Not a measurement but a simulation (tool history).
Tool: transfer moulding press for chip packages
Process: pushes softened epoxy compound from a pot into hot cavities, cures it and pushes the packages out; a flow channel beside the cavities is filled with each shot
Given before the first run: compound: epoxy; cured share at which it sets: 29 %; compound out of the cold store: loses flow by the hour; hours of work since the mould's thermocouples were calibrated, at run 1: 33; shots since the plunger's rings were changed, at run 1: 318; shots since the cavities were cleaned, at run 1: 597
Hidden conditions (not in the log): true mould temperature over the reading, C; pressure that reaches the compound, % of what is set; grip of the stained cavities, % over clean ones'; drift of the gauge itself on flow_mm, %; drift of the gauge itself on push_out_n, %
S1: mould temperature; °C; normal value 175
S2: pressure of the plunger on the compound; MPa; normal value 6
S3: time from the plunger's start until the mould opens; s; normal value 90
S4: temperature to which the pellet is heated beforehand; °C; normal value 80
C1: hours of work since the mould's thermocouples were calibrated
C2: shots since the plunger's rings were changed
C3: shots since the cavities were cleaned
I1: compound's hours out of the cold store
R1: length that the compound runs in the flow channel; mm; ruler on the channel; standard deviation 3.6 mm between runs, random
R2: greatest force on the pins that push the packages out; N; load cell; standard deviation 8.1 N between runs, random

run	hour	S1	S2	S3	S4	C1	C2	C3	I1	R1	R2
1	0	175	6	90	80	33	318	597	12.3	896	691
2	11.6	179	6	90	80	39	426	705	39.4	766	538
3	25	175	6	90	80	46	549	828	23.6	833	718
4	34.7	175	6	89	80	51	639	918	28.6	804	746
5	44.1	175	6	89	80	56	725	1004	8.1	900	805
6	57.7	175	6	89	80	63	850	1129	25.2	816	780
# hour 62.7: cavities cleaned with cleaning compound and waxed
7	68.5	179	6	90	80	67	936	53	29.3	785	746
8	75.5	179	6	90	80	71	1001	118	17.5	840	744
9	88.2	179	6	90	80	77	1118	235	8.5	874	715
10	94.3	179	6	90	80	80	1174	291	25	805	719
11	101.9	175	6	90	80	84	1244	361	22.9	828	877
12	113.8	175	6	90	80	90	1353	470	18.9	844	883
# hour 124.9: cavities cleaned with cleaning compound and waxed, once more
13	127.5	175	6	72	80	97	1466	24	35.4	762	640
14	134.8	175	6	90	80	100	1534	92	13.3	862	456
15	141.8	175	6	90	80	104	1597	155	19.9	828	496
16	151	172	6	90	80	109	1683	241	18.4	845	658
17	160.1	172	6	90	80	113	1767	325	25	817	713
18	173.8	175	6	79	80	120	1893	451	26.1	792	833
19	186.8	167	6.27	85	85	127	2012	570	12	907	1438
20	196.2	178	6.6	103	81	132	2099	657	31.3	809	486
21	202.8	175	6.76	79	80	135	2160	718	43.3	774	852
22	212.8	175	4.65	79	80	140	2253	811	37.4	661	925
23	224.6	169	5.91	114	84	146	2361	919	12.8	862	706
24	233.9	171	6.2	129	83	151	2447	1005	39.4	760	538
25	242.7	178	7.33	76	83	155	2527	1085	12.9	932	973
26	248.5	178	6.96	76	83	158	2581	1139	45.6	761	861
# hour 252: cavities cleaned with cleaning compound and waxed
27	258.7	168	4.52	76	83	163	2662	63	23.7	717	973
28	264.9	173	6	93	82	166	2718	119	38.1	741	451
29	277.7	173	6	93	82	173	2837	238	33	765	541

4 ways to go on from here, each from the tool as it stands after run 29. What would each give?
A	290.7	175	6	128	80	179	2956	357	18.3	?	?
B	290.7	170	6	109	89	179	2956	357	29	?	?
C	290.7	175	5.08	90	80	179	2956	357	28.8	?	?
D	290.7	173	6	93	84	179	2956	357	16.4	?	?

run	R1	R2
A	811	396
B	777	535
C	711	577
D	835	613
With no hidden state in the tool, these same runs would have given:
run	R1	R2
A	857	247
B	822	332
C	751	362
D	883	381

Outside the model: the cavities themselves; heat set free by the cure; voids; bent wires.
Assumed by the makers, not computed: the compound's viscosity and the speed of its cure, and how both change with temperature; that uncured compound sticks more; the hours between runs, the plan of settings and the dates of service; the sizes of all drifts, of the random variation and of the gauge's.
